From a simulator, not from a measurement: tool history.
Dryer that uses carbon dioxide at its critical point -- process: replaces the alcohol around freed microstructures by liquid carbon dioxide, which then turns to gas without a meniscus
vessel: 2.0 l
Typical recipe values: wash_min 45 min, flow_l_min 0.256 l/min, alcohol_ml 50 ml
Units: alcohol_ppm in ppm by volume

run 1 day=0 | wash_min=45 flow_l_min=0.256 alcohol_ml=50 | alcohol_ppm=143
run 2 day=0.833 | wash_min=45 flow_l_min=0.256 alcohol_ml=50 | alcohol_ppm=153
run 3 day=1.658 | wash_min=45 flow_l_min=0.256 alcohol_ml=50 | alcohol_ppm=154
run 4 day=2.362 | wash_min=45 flow_l_min=0.256 alcohol_ml=50 | alcohol_ppm=170
run 5 day=2.942 | wash_min=45 flow_l_min=0.256 alcohol_ml=50 | alcohol_ppm=167
run 6 day=3.538 | wash_min=58 flow_l_min=0.168 alcohol_ml=23 | alcohol_ppm=154
run 7 day=4.375 | wash_min=60 flow_l_min=0.256 alcohol_ml=71 | alcohol_ppm=60
run 8 day=5.012 | wash_min=28 flow_l_min=0.351 alcohol_ml=45 | alcohol_ppm=330
run 9 day=5.904 | wash_min=64 flow_l_min=0.395 alcohol_ml=45 | alcohol_ppm=27
run 10 day=6.596 | wash_min=63 flow_l_min=0.383 alcohol_ml=89 | alcohol_ppm=29

Predict each of these 5 candidate next runs independently; none follows another, all start after run 10:
run A day=7.583 | wash_min=42 flow_l_min=0.375 alcohol_ml=55 | alcohol_ppm=?
run B day=7.583 | wash_min=42 flow_l_min=0.367 alcohol_ml=50 | alcohol_ppm=?
run C day=7.583 | wash_min=45 flow_l_min=0.36 alcohol_ml=94 | alcohol_ppm=?
run D day=7.583 | wash_min=43 flow_l_min=0.275 alcohol_ml=50 | alcohol_ppm=?
run E day=7.583 | wash_min=48 flow_l_min=0.256 alcohol_ml=50 | alcohol_ppm=?

run=A alcohol_ppm=62
run=B alcohol_ppm=59
run=C alcohol_ppm=83
run=D alcohol_ppm=177
run=E alcohol_ppm=142
With the hidden condition removed and each run's random variation left untouched, the same runs would have given:
run=A alcohol_ppm=20
run=B alcohol_ppm=16
run=C alcohol_ppm=33
run=D alcohol_ppm=80
run=E alcohol_ppm=59

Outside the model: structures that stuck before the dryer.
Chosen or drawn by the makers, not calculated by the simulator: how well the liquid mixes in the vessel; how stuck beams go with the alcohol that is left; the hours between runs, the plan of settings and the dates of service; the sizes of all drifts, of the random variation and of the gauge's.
